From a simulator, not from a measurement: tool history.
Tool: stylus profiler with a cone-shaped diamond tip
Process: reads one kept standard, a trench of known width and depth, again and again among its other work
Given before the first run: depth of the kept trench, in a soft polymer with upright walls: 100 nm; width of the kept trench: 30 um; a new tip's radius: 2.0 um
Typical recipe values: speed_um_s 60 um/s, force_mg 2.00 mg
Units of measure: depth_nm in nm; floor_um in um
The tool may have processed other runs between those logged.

run	day	speed_um_s	force_mg	depth_nm	floor_um
1	0.000	60	2.00	100.43	28.16
2	0.850	60	2.00	100.40	28.14
3	2.329	60	2.00	100.40	28.20
4	3.650	60	4.10	100.70	28.30
5	5.054	60	4.10	100.74	28.28
6	6.438	30	2.00	100.42	28.29
7	7.371	30	2.00	100.32	28.34
8	8.733	30	2.00	100.35	28.32
9	9.854	30	2.00	100.35	28.35
10	11.125	60	1.05	100.18	28.10
11	12.679	60	1.05	100.20	28.04
12	13.438	60	1.05	100.22	27.99
13	14.288	60	1.05	100.16	28.01
14	15.188	60	1.05	100.19	27.98
15	16.538	60	2.00	100.38	28.10
16	17.400	60	2.00	100.37	28.16
17	18.288	29	2.00	100.33	28.32
18	19.708	19	2.00	100.35	28.32
19	20.800	19	2.00	100.36	28.32
20	21.612	19	2.00	100.37	28.36
21	22.942	19	2.00	100.38	28.33
22	23.750	60	2.00	100.36	28.12
23	25.117	60	2.00	100.34	28.12
24	26.521	60	2.00	100.29	28.10
25	27.988	60	2.00	100.29	28.07
26	29.079	44	5.35	100.81	28.27
27	30.238	19	1.73	100.26	28.32
28	31.754	19	0.84	100.11	28.25
29	32.958	48	1.40	100.23	28.06
30	33.771	224	4.73	100.77	27.58
31	35.092	224	4.73	100.70	27.60
32	35.867	224	4.73	100.70	27.57
33	36.783	122	1.41	100.19	27.54
34	37.942	197	4.11	100.66	27.62
35	38.729	19	1.00	100.08	28.22
36	39.675	60	3.99	100.63	28.20
37	40.971	60	3.99	100.61	28.15
38	41.842	127	2.17	100.37	27.68
# day 42.083: height scale calibrated on a step standard
39	42.762	59	1.66	100.33	28.03
40	44.079	59	1.66	100.36	28.04
41	45.008	33	2.00	100.37	28.16
42	46.588	33	2.00	100.41	28.24
43	47.825	39	1.46	100.35	28.13
44	49.392	105	0.96	100.23	27.57
45	50.742	105	0.96	100.18	27.50
46	52.208	99	1.55	100.37	27.77

Forecast each of these 3 alternatives for the next run:
A	53.508	60	1.11	?	?
B	53.508	51	1.10	?	?
C	53.508	135	0.83	?	?

run	depth_nm	floor_um
A	100.21	27.94
B	100.26	27.97
C	100.23	27.17
Take away the tool's hidden state, keep each run's random variation, and the runs would have read:
run	depth_nm	floor_um
A	100.31	28.33
B	100.36	28.36
C	100.33	27.57
